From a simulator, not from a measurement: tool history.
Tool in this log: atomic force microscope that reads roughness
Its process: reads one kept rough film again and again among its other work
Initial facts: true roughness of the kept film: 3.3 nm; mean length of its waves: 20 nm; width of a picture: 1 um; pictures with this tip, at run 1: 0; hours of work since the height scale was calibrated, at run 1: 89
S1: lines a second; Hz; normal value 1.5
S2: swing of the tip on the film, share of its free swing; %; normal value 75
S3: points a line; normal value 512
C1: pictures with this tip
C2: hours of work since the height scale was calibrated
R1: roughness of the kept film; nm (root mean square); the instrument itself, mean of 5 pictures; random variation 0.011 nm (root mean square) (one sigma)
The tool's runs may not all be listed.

| run | hour | S1 | S2 | S3 | C1 | C2 | R1 |
|---|---|---|---|---|---|---|---|
| 1 | 0 | 1.5 | 75 | 512 | 0 | 89 | 2.582 |
| 2 | 8.9 | 0.61 | 75 | 512 | 17 | 95 | 2.583 |
| 3 | 14.5 | 1.5 | 75 | 512 | 28 | 98 | 2.448 |
| 4 | 19.3 | 1.5 | 75 | 512 | 37 | 101 | 2.43 |
| 5 | 28 | 0.79 | 75 | 512 | 53 | 107 | 2.406 |
| 6 | 35.2 | 1.5 | 75 | 512 | 67 | 111 | 2.294 |
| 7 | 40.6 | 1.5 | 58 | 512 | 78 | 114 | 2.366 |
| 8 | 45.9 | 1.5 | 82 | 512 | 88 | 118 | 2.171 |
| 9 | 55.4 | 1.5 | 82 | 512 | 106 | 124 | 2.123 |
|  | 57.3 | height scale calibrated on a step standard |
| 10 | 67.5 | 1.5 | 82 | 512 | 127 | 6 | 2.023 |
| 11 | 73.2 | 1.5 | 75 | 635 | 138 | 10 | 2.057 |
| 12 | 77.9 | 1.5 | 75 | 635 | 148 | 13 | 2.001 |
| 13 | 86.7 | 1.5 | 75 | 635 | 164 | 18 | 1.984 |
|  | 89.7 | new tip fitted |
| 14 | 96.9 | 1.43 | 75 | 512 | 14 | 24 | 2.592 |
| 15 | 104.7 | 0.92 | 75 | 331 | 29 | 29 | 2.539 |
| 16 | 113 | 0.92 | 75 | 331 | 45 | 34 | 2.444 |
|  | 115.9 | height scale calibrated on a step standard, once more |
| 17 | 122.3 | 0.92 | 75 | 331 | 61 | 4 | 2.384 |
| 18 | 128.5 | 0.92 | 75 | 331 | 73 | 8 | 2.339 |
| 19 | 135.6 | 1.08 | 75 | 815 | 87 | 12 | 2.309 |
| 20 | 140.4 | 1.5 | 64 | 706 | 96 | 15 | 2.296 |
| 21 | 146.5 | 1.5 | 70 | 770 | 108 | 19 | 2.201 |
| 22 | 151.2 | 1.5 | 83 | 679 | 117 | 22 | 2.1 |
| 23 | 161.7 | 1.5 | 75 | 512 | 137 | 29 | 2.107 |
| 24 | 166.5 | 1.5 | 61 | 443 | 146 | 32 | 2.113 |
| 25 | 174.8 | 1.5 | 67 | 518 | 162 | 37 | 2.05 |
|  | 179.4 | new tip fitted |
| 26 | 184.4 | 1.5 | 59 | 352 | 10 | 42 | 2.619 |

Predict each of these 4 candidate next runs independently; none follows another, all start after run 26:
| A | 191.5 | 0.72 | 75 | 512 | 23 | 47 | ? |
| B | 191.5 | 2.79 | 86 | 512 | 23 | 47 | ? |
| C | 191.5 | 0.97 | 59 | 352 | 23 | 47 | ? |
| D | 191.5 | 2.76 | 61 | 951 | 23 | 47 | ? |

| run | R1 |
|---|---|
| A | 2.592 |
| B | 2.233 |
| C | 2.591 |
| D | 2.561 |
The same runs, with their run-to-run variation unchanged, on a tool lacking any hidden condition would have given:
| run | R1 |
|---|---|
| A | 2.746 |
| B | 2.367 |
| C | 2.745 |
| D | 2.713 |
